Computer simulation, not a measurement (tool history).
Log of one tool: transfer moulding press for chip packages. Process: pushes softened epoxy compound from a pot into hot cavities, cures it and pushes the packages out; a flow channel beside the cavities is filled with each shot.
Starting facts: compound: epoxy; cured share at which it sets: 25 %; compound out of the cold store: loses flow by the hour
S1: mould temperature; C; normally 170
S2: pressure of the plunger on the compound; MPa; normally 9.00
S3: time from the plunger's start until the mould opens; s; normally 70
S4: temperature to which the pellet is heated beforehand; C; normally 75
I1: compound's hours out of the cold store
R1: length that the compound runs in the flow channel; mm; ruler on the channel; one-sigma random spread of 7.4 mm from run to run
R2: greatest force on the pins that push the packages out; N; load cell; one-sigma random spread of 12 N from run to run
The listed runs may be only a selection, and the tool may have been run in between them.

run,hour,S1,S2,S3,S4,I1,R1,R2
1,0.0,170,9.00,70,75,33.2,769,905
# hour 17.1: cavities cleaned with cleaning compound and waxed
2,49.4,170,9.00,70,75,29.9,792,883
# hour 63.2: cavities cleaned with cleaning compound and waxed
# hour 91.9: plunger's sealing rings changed
3,91.9,170,9.00,70,75,28.8,857,799
# hour 112.1: cavities cleaned with cleaning compound and waxed
# hour 158.3: cavities cleaned with cleaning compound and waxed
4,158.6,170,9.00,70,75,15.3,940,565
# hour 204.7: cavities cleaned with cleaning compound and waxed
5,231.8,170,9.00,70,75,18.8,892,864
# hour 253.7: cavities cleaned with cleaning compound and waxed
6,288.4,177,9.00,70,75,18.7,854,656
# hour 299.4: cavities cleaned with cleaning compound and waxed
# hour 347.4: cavities cleaned with cleaning compound and waxed
7,348.8,175,9.00,70,75,29.0,778,430
8,384.7,175,9.00,70,75,20.0,819,679
# hour 393.8: cavities cleaned with cleaning compound and waxed
# hour 442.5: cavities cleaned with cleaning compound and waxed
9,442.7,170,9.00,70,75,46.2,689,492
# hour 489.6: cavities cleaned with cleaning compound and waxed
10,492.5,170,9.00,70,75,15.3,850,610
# hour 498.7: mould's thermocouples calibrated
# hour 501.2: plunger's sealing rings changed
11,526.8,170,9.00,70,75,34.5,836,913
# hour 541.9: cavities cleaned with cleaning compound and waxed
12,563.0,170,9.00,70,74,21.0,898,868
# hour 590.5: cavities cleaned with cleaning compound and waxed
13,604.8,170,9.00,70,75,37.2,798,714
# hour 637.2: cavities cleaned with cleaning compound and waxed
14,637.2,170,9.00,70,75,18.6,912,582
15,674.0,170,9.00,70,75,24.6,846,976
# hour 685.5: cavities cleaned with cleaning compound and waxed
# hour 734.3: cavities cleaned with cleaning compound and waxed
16,741.2,170,9.00,70,75,28.5,806,640
17,771.7,166,10.17,52,70,32.9,829,2360
# hour 782.5: cavities cleaned with cleaning compound and waxed
# hour 829.8: cavities cleaned with cleaning compound and waxed
18,846.1,166,9.32,68,70,17.0,866,1253
# hour 878.8: cavities cleaned with cleaning compound and waxed
19,889.8,163,9.26,108,81,36.6,764,486
# hour 904.8: plunger's sealing rings changed
# hour 926.8: cavities cleaned with cleaning compound and waxed
20,949.5,170,9.00,70,82,32.6,833,810
# hour 975.3: cavities cleaned with cleaning compound and waxed
21,1006.0,175,9.00,70,80,26.1,839,676
# hour 1026.8: cavities cleaned with cleaning compound and waxed
22,1043.6,175,9.35,70,75,15.5,916,594
# hour 1073.5: cavities cleaned with cleaning compound and waxed
23,1114.0,165,6.96,55,74,46.8,646,2091
# hour 1121.8: cavities cleaned with cleaning compound and waxed
24,1144.7,173,9.45,55,74,31.1,796,1170
# hour 1170.3: cavities cleaned with cleaning compound and waxed
25,1198.6,172,8.70,83,78,37.3,726,616

Forecast each of these 4 alternatives for the next run:
# hour 1220.7: cavities cleaned with cleaning compound and waxed
A,1236.8,175,9.00,70,76,33.2,?,?
# hour 1220.7: cavities cleaned with cleaning compound and waxed
B,1236.8,163,8.70,54,78,45.6,?,?
# hour 1220.7: cavities cleaned with cleaning compound and waxed
C,1236.8,171,9.00,70,84,30.1,?,?
# hour 1220.7: cavities cleaned with cleaning compound and waxed
D,1236.8,170,9.00,70,78,29.2,?,?

run,R1,R2
A,745,555
B,703,1917
C,777,693
D,779,743
Without the tool's hidden state the same runs would have given:
run,R1,R2
A,825,402
B,779,1399
C,861,510
D,863,550

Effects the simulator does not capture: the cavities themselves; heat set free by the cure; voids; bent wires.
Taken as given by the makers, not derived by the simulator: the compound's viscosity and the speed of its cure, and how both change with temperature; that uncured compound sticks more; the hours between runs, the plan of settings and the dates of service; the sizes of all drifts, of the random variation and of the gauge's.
